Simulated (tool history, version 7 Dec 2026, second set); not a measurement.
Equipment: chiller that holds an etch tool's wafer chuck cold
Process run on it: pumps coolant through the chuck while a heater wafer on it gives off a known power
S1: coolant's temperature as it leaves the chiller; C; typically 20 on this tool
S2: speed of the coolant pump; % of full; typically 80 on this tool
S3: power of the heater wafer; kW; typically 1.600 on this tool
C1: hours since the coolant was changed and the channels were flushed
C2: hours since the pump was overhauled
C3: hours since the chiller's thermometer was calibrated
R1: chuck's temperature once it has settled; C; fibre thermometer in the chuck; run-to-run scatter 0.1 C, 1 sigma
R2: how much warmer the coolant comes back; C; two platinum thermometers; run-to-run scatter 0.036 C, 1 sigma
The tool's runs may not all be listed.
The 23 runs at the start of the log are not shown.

run 24 hour=1171.3 | S1=10 S2=68 S3=1.207 | C1=2757 C2=3510 C3=2153 | R1=25.8 R2=6.50
run 25 hour=1231.0 | S1=20 S2=80 S3=1.070 | C1=2816 C2=3570 C3=2213 | R1=32.7 R2=4.86
run 26 hour=1294.6 | S1=29 S2=80 S3=1.070 | C1=2880 C2=3634 C3=2276 | R1=41.8 R2=4.91
-- hour=1342.6 chiller's thermometer calibrated
run 27 hour=1342.6 | S1=19 S2=70 S3=1.070 | C1=2927 C2=3680 C3=0 | R1=33.1 R2=5.56
run 28 hour=1407.0 | S1=14 S2=70 S3=1.574 | C1=2991 C2=3745 C3=64 | R1=35.1 R2=8.25
run 29 hour=1436.5 | S1=21 S2=85 S3=1.600 | C1=3021 C2=3774 C3=94 | R1=40.1 R2=6.99
run 30 hour=1488.8 | S1=19 S2=96 S3=1.317 | C1=3073 C2=3827 C3=146 | R1=33.6 R2=5.05
run 31 hour=1516.3 | S1=19 S2=95 S3=1.080 | C1=3101 C2=3854 C3=174 | R1=31.0 R2=4.18
run 32 hour=1557.5 | S1=23 S2=65 S3=1.658 | C1=3142 C2=3895 C3=215 | R1=46.1 R2=9.40

Each row is a separate what-if for the run after 32, all from the same tool condition, not one after another. Results?
run A hour=1612.5 | S1=23 S2=97 S3=1.658 | C1=3197 C2=3950 C3=270 | R1=? R2=?
run B hour=1612.5 | S1=28 S2=84 S3=1.600 | C1=3197 C2=3950 C3=270 | R1=? R2=?
run C hour=1612.5 | S1=20 S2=80 S3=0.920 | C1=3197 C2=3950 C3=270 | R1=? R2=?

run=A R1=41.1 R2=6.39
run=B R1=47.3 R2=7.04
run=C R1=31.4 R2=4.26
Stripped of hidden state, with their random variation kept, the same runs would have yielded:
run=A R1=39.7 R2=5.93
run=B R1=45.8 R2=6.54
run=C R1=30.5 R2=3.96

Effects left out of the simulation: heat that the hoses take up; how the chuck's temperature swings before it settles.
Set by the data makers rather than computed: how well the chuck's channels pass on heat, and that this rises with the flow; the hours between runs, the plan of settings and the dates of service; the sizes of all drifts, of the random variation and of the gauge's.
